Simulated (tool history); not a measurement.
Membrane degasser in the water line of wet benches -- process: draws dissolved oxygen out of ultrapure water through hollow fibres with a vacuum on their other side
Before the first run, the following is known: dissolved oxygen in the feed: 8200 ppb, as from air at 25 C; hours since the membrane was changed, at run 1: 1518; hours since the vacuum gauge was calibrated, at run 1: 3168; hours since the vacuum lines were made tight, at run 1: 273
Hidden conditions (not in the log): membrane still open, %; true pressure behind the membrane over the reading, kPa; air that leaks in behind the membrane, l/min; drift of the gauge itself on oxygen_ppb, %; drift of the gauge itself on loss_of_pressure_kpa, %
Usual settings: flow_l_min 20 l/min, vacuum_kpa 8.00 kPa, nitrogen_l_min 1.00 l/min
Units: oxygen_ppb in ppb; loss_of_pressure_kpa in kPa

run	hour	flow_l_min	vacuum_kpa	nitrogen_l_min	hours since the membrane was changed	hours since the vacuum gauge was calibrated	hours since the vacuum lines were made tight	oxygen_ppb	loss_of_pressure_kpa
1	0.0	20	8.00	1.00	1518	3168	273	213.6	35.07
2	101.5	20	8.00	1.00	1619	3270	374	217.9	35.08
3	211.9	20	8.00	1.00	1730	3380	484	213.4	35.10
4	405.3	20	8.00	1.00	1923	3574	678	215.7	35.19
5	567.5	21	8.00	1.00	2085	3736	840	225.3	36.40
6	789.3	21	8.00	1.00	2307	3958	1062	225.7	36.95
7	948.8	20	8.00	1.00	2467	4117	1221	217.3	35.22
# hour 1022.5: vacuum gauge calibrated
8	1154.1	20	8.00	1.00	2671	132	1426	218.5	35.16
9	1388.6	20	8.00	1.00	2906	366	1661	215.2	35.08
10	1600.0	20	8.00	1.00	3117	578	1872	214.1	35.30
11	1730.2	20	8.00	1.00	3248	708	2002	216.3	35.40
12	1882.7	12	6.57	1.12	3400	860	2155	86.2	21.07
13	2084.9	31	8.00	1.00	3602	1062	2357	317.0	54.89
14	2303.7	13	12.50	1.92	3821	1281	2576	150.8	23.01
15	2436.9	13	12.50	1.92	3954	1414	2709	150.7	22.94
16	2576.2	22	12.78	1.00	4094	1554	2848	455.3	38.77
17	2749.8	22	12.78	1.00	4267	1727	3022	447.4	38.95
18	2954.6	13	15.38	1.98	4472	1932	3227	191.8	22.99
19	3184.0	13	15.38	2.73	4701	2162	3456	140.0	23.03
20	3414.1	13	15.38	2.73	4931	2392	3686	142.2	23.41
21	3579.3	17	6.73	1.38	5097	2557	3851	105.6	30.34

5 ways to go on from here, each from the tool as it stands after run 21. What would each give?
A	3768.5	20	5.07	1.00	5286	2746	4041	?	?
B	3768.5	20	4.80	1.00	5286	2746	4041	?	?
C	3768.5	17	5.97	1.00	5286	2746	4041	?	?
D	3768.5	14	5.09	0.90	5286	2746	4041	?	?
E	3768.5	23	18.04	1.00	5286	2746	4041	?	?

run	oxygen_ppb	loss_of_pressure_kpa
A	89.2	35.61
B	78.0	35.75
C	111.2	30.51
D	69.1	24.74
E	702.1	41.14
Without the tool's unlogged condition, the same runs would have read:
run	oxygen_ppb	loss_of_pressure_kpa
A	89.0	34.84
B	77.7	34.98
C	111.0	29.86
D	68.9	24.21
E	701.7	40.25

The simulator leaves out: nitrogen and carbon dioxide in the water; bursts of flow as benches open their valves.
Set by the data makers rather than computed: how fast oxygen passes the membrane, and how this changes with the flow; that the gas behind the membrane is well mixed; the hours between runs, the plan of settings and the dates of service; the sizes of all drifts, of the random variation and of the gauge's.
